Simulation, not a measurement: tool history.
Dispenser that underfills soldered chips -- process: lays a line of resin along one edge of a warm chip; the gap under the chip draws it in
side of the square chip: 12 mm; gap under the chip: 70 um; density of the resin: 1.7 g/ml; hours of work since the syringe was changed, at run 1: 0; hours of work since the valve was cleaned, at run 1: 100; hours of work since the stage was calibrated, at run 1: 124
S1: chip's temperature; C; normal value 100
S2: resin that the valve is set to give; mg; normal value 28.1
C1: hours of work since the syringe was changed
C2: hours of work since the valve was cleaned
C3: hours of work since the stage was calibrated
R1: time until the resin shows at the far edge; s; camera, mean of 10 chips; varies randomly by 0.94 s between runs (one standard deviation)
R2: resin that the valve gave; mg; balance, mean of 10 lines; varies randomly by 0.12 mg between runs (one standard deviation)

{"run": 1, "day": 0.0, "S1": 100, "S2": 28.1, "C1": 0, "C2": 100, "C3": 124, "R1": 91.4, "R2": 25.72}
{"run": 2, "day": 0.179, "S1": 100, "S2": 28.1, "C1": 3, "C2": 103, "C3": 127, "R1": 101.3, "R2": 25.67}
{"run": 3, "day": 0.321, "S1": 86, "S2": 28.1, "C1": 6, "C2": 106, "C3": 129, "R1": 193, "R2": 25.46}
{"day": 0.417, "done": "new syringe of resin"}
{"run": 4, "day": 0.558, "S1": 85, "S2": 28.1, "C1": 2, "C2": 110, "C3": 133, "R1": 175.8, "R2": 25.49}
{"run": 5, "day": 0.758, "S1": 100, "S2": 29.5, "C1": 6, "C2": 113, "C3": 137, "R1": 108.9, "R2": 26.8}
{"day": 0.85, "done": "new syringe of resin"}
{"run": 6, "day": 0.892, "S1": 100, "S2": 29.5, "C1": 1, "C2": 115, "C3": 139, "R1": 88.3, "R2": 26.49}
{"run": 7, "day": 1.012, "S1": 100, "S2": 29.5, "C1": 3, "C2": 117, "C3": 141, "R1": 95.1, "R2": 26.71}
{"run": 8, "day": 1.121, "S1": 100, "S2": 29.5, "C1": 5, "C2": 119, "C3": 143, "R1": 101.5, "R2": 26.49}
{"run": 9, "day": 1.229, "S1": 97, "S2": 36.3, "C1": 7, "C2": 121, "C3": 145, "R1": 120.1, "R2": 32.61}
{"day": 1.292, "done": "new syringe of resin"}
{"run": 10, "day": 1.479, "S1": 91, "S2": 27.6, "C1": 3, "C2": 125, "C3": 149, "R1": 142.8, "R2": 24.82}
{"run": 11, "day": 1.583, "S1": 91, "S2": 27.6, "C1": 5, "C2": 127, "C3": 151, "R1": 153.2, "R2": 24.59}
{"day": 1.654, "done": "dispensing valve cleaned and set on the balance"}
{"day": 1.771, "done": "new syringe of resin"}
{"run": 12, "day": 1.821, "S1": 91, "S2": 28.8, "C1": 1, "C2": 3, "C3": 154, "R1": 124.8, "R2": 28.46}

How would selected steps in R1 from run to run divide? Give the signed amount a tool lacking its hidden state would still show from settings, what came in and random variation, and the signed amount left for the hidden state, including any gauge scatter that is not in both of the compared results.
Hidden state at play: resin's viscosity, % of fresh resin's; dose that the valve gives, % of what is set; true chip temperature over the reading, C; drift of the gauge itself on fill_s, %; drift of the gauge itself on given_mg, %.
Run 2 -> 3: S1 100 -> 86. R1 +91.7 s: hidden state +24.8, all else +66.9.
Run 11 -> 12: S2 27.6 -> 28.8, dispensing valve cleaned and set on the balance, new syringe of resin. R1 -28.4 s: hidden state -25.7, all else -2.7.
